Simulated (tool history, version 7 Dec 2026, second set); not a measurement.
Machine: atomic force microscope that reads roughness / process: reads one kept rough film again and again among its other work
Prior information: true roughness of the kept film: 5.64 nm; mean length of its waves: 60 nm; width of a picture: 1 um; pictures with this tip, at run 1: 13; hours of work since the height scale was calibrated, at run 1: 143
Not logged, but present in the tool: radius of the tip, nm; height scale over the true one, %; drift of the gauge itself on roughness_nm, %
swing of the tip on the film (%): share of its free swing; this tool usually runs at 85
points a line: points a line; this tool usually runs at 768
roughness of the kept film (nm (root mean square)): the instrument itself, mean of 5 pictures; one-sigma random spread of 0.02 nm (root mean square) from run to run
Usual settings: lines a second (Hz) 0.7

| run | hour | lines a second (Hz) | swing of the tip on the film (%) | points a line | pictures with this tip | hours of work since the height scale was calibrated | roughness of the kept film (nm (root mean square)) |
|---|---|---|---|---|---|---|---|
| 1 | 0 | 0.7 | 85 | 768 | 13 | 143 | 4.85 |
|  | 30.9 | new tip fitted |
| 2 | 33.7 | 0.7 | 85 | 768 | 7 | 167 | 4.88 |
| 3 | 51 | 0.7 | 85 | 768 | 46 | 179 | 4.581 |
|  | 69.5 | new tip fitted |
| 4 | 83.7 | 0.801 | 85 | 768 | 32 | 202 | 4.659 |
|  | 106.5 | new tip fitted |
| 5 | 121.1 | 0.7 | 85 | 768 | 33 | 229 | 4.639 |
|  | 145.1 | new tip fitted |
| 6 | 152.5 | 0.7 | 85 | 1007 | 17 | 251 | 4.83 |
|  | 183.3 | new tip fitted |
| 7 | 188.8 | 0.7 | 85 | 1007 | 12 | 276 | 4.862 |
| 8 | 204.6 | 0.7 | 85 | 1007 | 48 | 288 | 4.597 |
|  | 220.9 | new tip fitted |
| 9 | 229.8 | 0.7 | 85 | 1007 | 21 | 305 | 4.812 |
| 10 | 254.1 | 0.7 | 85 | 1007 | 76 | 323 | 4.425 |
|  | 258.3 | new tip fitted |
| 11 | 290.5 | 0.7 | 85 | 768 | 73 | 349 | 4.394 |
|  | 296 | new tip fitted |
| 12 | 316.9 | 0.7 | 85 | 768 | 47 | 367 | 4.619 |
|  | 333.8 | new tip fitted |
| 13 | 345.4 | 0.7 | 85 | 579 | 27 | 387 | 4.691 |
|  | 370.4 | new tip fitted |
| 14 | 372 | 0.7 | 85 | 579 | 4 | 406 | 4.918 |
| 15 | 397.1 | 0.7 | 85 | 579 | 61 | 424 | 4.511 |
|  | 409.1 | new tip fitted |
| 16 | 430.2 | 0.7 | 85 | 579 | 48 | 447 | 4.612 |
|  | 446.6 | new tip fitted |
| 17 | 463.7 | 0.7 | 85 | 579 | 39 | 471 | 4.676 |
|  | 483.7 | new tip fitted |
| 18 | 487.6 | 0.7 | 85 | 579 | 9 | 488 | 4.881 |
|  | 490.4 | height scale calibrated on a step standard |
|  | 523 | new tip fitted |
| 19 | 525.7 | 0.748 | 85 | 579 | 7 | 25 | 4.877 |
| 20 | 557.4 | 0.748 | 85 | 579 | 79 | 48 | 4.355 |
|  | 560.6 | new tip fitted |
| 21 | 591.6 | 1.969 | 85 | 324 | 70 | 72 | 3.851 |
|  | 598 | new tip fitted |
| 22 | 618.9 | 3.104 | 69 | 657 | 48 | 91 | 4.245 |
|  | 635.5 | new tip fitted |
| 23 | 653 | 1.078 | 81 | 657 | 39 | 115 | 4.615 |
|  | 672.1 | new tip fitted |
| 24 | 689.1 | 0.7 | 57 | 768 | 38 | 141 | 4.995 |
|  | 694.7 | height scale calibrated on a step standard, once more |
|  | 711.9 | new tip fitted |
| 25 | 721.7 | 0.7 | 57 | 768 | 22 | 19 | 5.101 |
|  | 751.7 | new tip fitted |
| 26 | 757.9 | 2.24 | 80 | 860 | 14 | 45 | 4.227 |
| 27 | 783.5 | 2.24 | 80 | 860 | 72 | 63 | 3.869 |
|  | 790.6 | new tip fitted |
| 28 | 800.1 | 2.24 | 80 | 860 | 22 | 75 | 4.237 |
| 29 | 817.4 | 0.522 | 85 | 836 | 61 | 87 | 4.624 |
|  | 827.7 | new tip fitted |
| 30 | 853.5 | 0.522 | 85 | 836 | 59 | 112 | 4.623 |
|  | 865.3 | new tip fitted |
| 31 | 870.1 | 1.015 | 62 | 696 | 11 | 124 | 5.109 |
|  | 902.4 | new tip fitted |
| 32 | 905.1 | 1.015 | 62 | 696 | 6 | 149 | 5.164 |
| 33 | 937 | 1.195 | 70 | 875 | 79 | 172 | 4.425 |
|  | 940.5 | new tip fitted |
| 34 | 960.5 | 1.195 | 70 | 875 | 46 | 188 | 4.685 |
|  | 977.8 | new tip fitted |
| 35 | 988.8 | 1.615 | 85 | 418 | 25 | 208 | 4.214 |
| 36 | 1010.1 | 1.615 | 85 | 418 | 73 | 223 | 3.954 |
|  | 1017 | new tip fitted |
| 37 | 1047.4 | 1.568 | 85 | 594 | 69 | 250 | 4.076 |
|  | 1056.5 | new tip fitted |
| 38 | 1078.4 | 1.568 | 85 | 594 | 50 | 272 | 4.126 |
|  | 1092.9 | new tip fitted |
| 39 | 1111.2 | 1.568 | 85 | 594 | 42 | 295 | 4.136 |

How would selected steps in roughness of the kept film (nm (root mean square)) from run to run divide? Give the signed amount a tool lacking its hidden state would still show from settings, what came in and random variation, and the signed amount left for the hidden state, including any gauge scatter that is not in both of the compared results.
Run 14 -> 15: no setting changed, nothing entered. roughness of the kept film (nm (root mean square)) -0.407: hidden state -0.408, all else +0.001.
Run 19 -> 20: no setting changed, nothing entered. roughness of the kept film (nm (root mean square)) -0.522: hidden state -0.493, all else -0.029.
Run 25 -> 26: lines a second (Hz) 0.7 -> 2.24, swing of the tip on the film (%) 57 -> 80, points a line 768 -> 860, new tip fitted. roughness of the kept film (nm (root mean square)) -0.874: hidden state +0.062, all else -0.936.
Run 32 -> 33: lines a second (Hz) 1.015 -> 1.195, swing of the tip on the film (%) 62 -> 70, points a line 696 -> 875. roughness of the kept film (nm (root mean square)) -0.739: hidden state -0.538, all else -0.201.
